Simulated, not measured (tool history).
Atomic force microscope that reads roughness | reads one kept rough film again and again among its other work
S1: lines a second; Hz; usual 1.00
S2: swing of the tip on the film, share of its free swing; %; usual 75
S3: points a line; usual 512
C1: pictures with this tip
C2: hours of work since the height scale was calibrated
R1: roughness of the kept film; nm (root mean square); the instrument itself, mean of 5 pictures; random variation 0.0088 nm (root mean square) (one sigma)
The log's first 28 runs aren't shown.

run   hour    S1  S2   S3   C1   C2     R1
 29  563.5  1.68  86  420   58  170  1.763
 30  578.5  1.38  88  512   84  182  1.756
 31  601.5  2.25  67  963  123  200  1.769
 32  626.0  0.58  67  564  165  219  1.740
 33  645.1  0.84  70  512  198  234  1.689
 34  661.7  1.00  75  733  227  247  1.643
     670.9  -- new tip fitted
 35  679.7  0.69  63  479   15  260  1.970
 36  698.1  0.69  63  479   46  275  1.936
 37  711.4  0.69  63  479   69  285  1.890
 38  731.0  0.69  63  479  103  300  1.853
 39  742.6  0.98  57  398  123  309  1.809
 40  755.4  0.60  71  398  145  319  1.786
 41  766.9  1.18  70  690  165  328  1.725
 42  792.1  1.18  70  690  208  348  1.693
 43  809.4  1.18  70  690  237  362  1.651
     813.7  -- new tip fitted
 44  822.1  1.03  70  690   14  371  1.945
 45  841.2  1.03  70  690   47  386  1.896
 46  863.1  1.07  59  703   85  403  1.855
 47  888.3  1.07  59  530  128  423  1.785

Forecast each of these 5 alternatives for the next run:
  A  904.2  0.61  80  890  155  435   ?
  B  904.2  1.07  56  629  155  435   ?
  C  904.2  0.75  73  579  155  435   ?
  D  904.2  1.07  59  852  155  435   ?
  E  904.2  0.54  75  512  155  435   ?

run     R1
  A  1.754
  B  1.773
  C  1.752
  D  1.760
  E  1.759
Without the tool's hidden state the same runs would have given:
run     R1
  A  1.980
  B  2.003
  C  1.980
  D  1.988
  E  1.987

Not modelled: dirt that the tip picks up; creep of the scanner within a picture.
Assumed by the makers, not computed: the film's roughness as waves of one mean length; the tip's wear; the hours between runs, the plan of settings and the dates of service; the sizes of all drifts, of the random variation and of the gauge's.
